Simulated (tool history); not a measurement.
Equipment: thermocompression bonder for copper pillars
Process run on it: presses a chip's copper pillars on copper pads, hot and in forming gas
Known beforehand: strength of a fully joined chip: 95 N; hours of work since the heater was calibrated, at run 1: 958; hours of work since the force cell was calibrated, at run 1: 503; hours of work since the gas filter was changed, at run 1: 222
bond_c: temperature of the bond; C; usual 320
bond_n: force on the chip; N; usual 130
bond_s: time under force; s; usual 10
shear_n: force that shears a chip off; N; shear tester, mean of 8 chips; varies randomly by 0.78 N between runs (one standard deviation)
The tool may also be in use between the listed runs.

run   hour  bond_c  bond_n  bond_s  hours of work since the heater was calibrated  hours of work since the force cell was calibrated  hours of work since the gas filter was changed  shear_n
  1      0     320     130      10                                            958                                                503                                             222     59.9
  2   20.9     320      97      10                                            972                                                516                                             235     46.6
  3   51.6     320      97      10                                            991                                                536                                             255     46.7
  4   82.5     320      86      10                                           1011                                                556                                             275     41.6
  5  109.8     320      86      10                                           1029                                                574                                             293     40.6
  6  129.1     320     130      10                                           1042                                                586                                             305     58.1
  7  167.5     320     130      10                                           1066                                                611                                             330     58.2
  8  195.4     294     130      10                                           1084                                                629                                             348     42.5
  9  212.3     320     130      10                                           1095                                                640                                             359     59.8
 10  244.8     320     130      18                                           1116                                                661                                             380     70.2
 11  282.6     292      80       9                                           1141                                                685                                             404     23.8
     300.4  -- heater calibrated with a thermocouple chip
 12  311.5     292      80       9                                              7                                                703                                             422     23.9
 13  342.7     292     172       9                                             27                                                723                                             442     51.4
     365.7  -- forming gas filter changed
 14  365.7     327     142      18                                             42                                                737                                               0     78.6
 15  393.5     345     130       5                                             60                                                755                                              18       62
 16  422.1     345     130       5                                             78                                                774                                              36     62.8
 17    438     345     130       5                                             89                                                784                                              47     61.5
     466.9  -- force cell calibrated
 18    478     345     130       5                                            113                                                  7                                              72     61.9

Below are 5 alternative next runs, each starting from the tool's condition after run 18. Predict each:
  A  517.3     293      96       9                                            139                                                 33                                              97        ?
  B  517.3     302     146      21                                            139                                                 33                                              97        ?
  C  517.3     345     131       5                                            139                                                 33                                              97        ?
  D  517.3     320     166      10                                            139                                                 33                                              97        ?
  E  517.3     320     186      10                                            139                                                 33                                              97        ?

run  shear_n
  A     30.6
  B     65.5
  C     64.4
  D     70.6
  E     74.5
Without the tool's unlogged condition, the same runs would have read:
run  shear_n
  A     30.7
  B     65.7
  C     64.5
  D     70.8
  E     74.7

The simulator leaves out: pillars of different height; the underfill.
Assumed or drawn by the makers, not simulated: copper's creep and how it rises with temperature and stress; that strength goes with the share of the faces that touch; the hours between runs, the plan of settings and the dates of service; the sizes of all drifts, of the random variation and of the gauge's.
